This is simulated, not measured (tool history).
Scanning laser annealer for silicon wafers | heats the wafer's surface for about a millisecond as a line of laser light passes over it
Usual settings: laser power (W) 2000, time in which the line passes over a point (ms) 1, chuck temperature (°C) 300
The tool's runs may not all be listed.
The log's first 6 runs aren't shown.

run   hour  laser power (W)  time in which the line passes over a point (ms)  chuck temperature (°C)  highest temperature of the surface (°C)
  7   89.1             2000                                                1                     300                                     1033
  8   99.3             1935                                                1                     300                                     1010
  9  120.2             1935                                                1                     300                                     1008
 10  132.3             1935                                                1                     300                                     1009
 11  154.1             1935                                                1                     300                                     1008
 12  163.8             1935                                                1                     300                                     1009
 13  186.7             1935                                                1                     300                                     1006
 14  196.2             1935                                                1                     300                                     1005
 15  210.7             1987                                                1                     300                                     1028
 16  231.4             1987                                                1                     300                                     1027
 17  251.4             2188                                             0.84                     303                                     1034
 18  272.4             2188                                             0.84                     338                                     1067
 19  288.2             1829                                                1                     309                                      977
       295  -- optics aligned, line set to its width
 20  304.2             1829                                                1                     309                                      974
 21  321.7             2000                                             0.94                     300                                     1007
     335.4  -- optics aligned, line set to its width, once more
 22  341.4             2000                                             0.94                     300                                     1014
 23  353.4             2065                                             0.75                     262                                      916
 24  363.7             2065                                             0.75                     262                                      916
 25  380.5             1780                                                1                     299                                      951
 26  391.2             1867                                             1.16                     299                                     1044

Run 27 comes next. What will it give?
 27  409.8             1867                                             1.16                     299                                        ?

{"run 27": {"highest temperature of the surface (°C)": 1045}}
Without the tool's hidden state the same run would have given highest temperature of the surface (°C) 1068.

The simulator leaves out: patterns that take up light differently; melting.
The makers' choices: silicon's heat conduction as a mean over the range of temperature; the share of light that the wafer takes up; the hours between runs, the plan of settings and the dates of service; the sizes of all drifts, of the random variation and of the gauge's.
